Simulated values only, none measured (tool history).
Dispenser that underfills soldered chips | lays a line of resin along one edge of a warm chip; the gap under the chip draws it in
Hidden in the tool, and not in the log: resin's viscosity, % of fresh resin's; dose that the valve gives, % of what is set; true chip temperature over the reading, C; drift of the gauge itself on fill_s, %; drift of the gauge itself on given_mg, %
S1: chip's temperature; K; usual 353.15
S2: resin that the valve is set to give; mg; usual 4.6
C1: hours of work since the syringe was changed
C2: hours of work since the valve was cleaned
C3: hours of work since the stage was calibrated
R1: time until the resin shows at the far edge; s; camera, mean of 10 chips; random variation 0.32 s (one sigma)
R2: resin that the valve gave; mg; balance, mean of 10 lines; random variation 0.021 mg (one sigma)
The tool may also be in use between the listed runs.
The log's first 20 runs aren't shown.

run	hour	S1	S2	C1	C2	C3	R1	R2
21	249.3	363.15	4.86	11	48	525	17.5	4.59
# hour 252.2: new syringe of resin
# hour 253.2: dispensing valve cleaned and set on the balance
22	266.7	349.15	4.82	10	10	536	26.2	4.78
# hour 271.1: new syringe of resin
23	283.6	341.15	5.19	9	22	548	32.3	5.08
# hour 288: new syringe of resin
24	300.9	367.15	4.14	9	34	560	14.3	4.06
# hour 304.6: new syringe of resin
25	309.8	349.15	4.74	4	40	567	17.1	4.54
26	319.3	352.15	5.33	11	47	574	25.3	5.09
# hour 322: new syringe of resin
# hour 324.5: dispensing valve cleaned and set on the balance
27	332.1	342.15	4.92	7	5	582	26.7	4.88
# hour 340.1: new syringe of resin
28	345.4	342.15	4.92	4	15	591	21.5	4.84
29	353.9	366.15	4.25	10	21	597	15.8	4.13
# hour 357.4: new syringe of resin
30	361.6	340.15	4.19	3	26	603	22.9	4.06
# hour 375.3: new syringe of resin
31	376.9	340.15	4.19	1	37	613	20.4	4.05
# hour 392.7: new syringe of resin
32	393.8	341.15	4.83	1	49	625	17.9	4.6
# hour 396.8: dispensing valve cleaned and set on the balance
33	406.2	353.15	5.62	9	7	633	21.6	5.59
# hour 410.9: new syringe of resin
34	422.5	353.15	5.62	8	18	645	21	5.5
# hour 427.5: new syringe of resin
35	432	357.15	5.89	3	25	652	12.6	5.75

Forecast each of these 3 alternatives for the next run:
# hour 444.8: new syringe of resin
A	445.3	343.15	4.56	0	34	661	?	?
# hour 444.8: new syringe of resin
B	445.3	365.15	5.91	0	34	661	?	?
# hour 444.8: new syringe of resin
C	445.3	339.15	4.31	0	34	661	?	?

run	R1	R2
A	16.3	4.44
B	7.8	5.71
C	19.6	4.19
Without the tool's hidden state the same runs would have given:
run	R1	R2
A	13.4	4.58
B	6.6	5.9
C	16.1	4.33
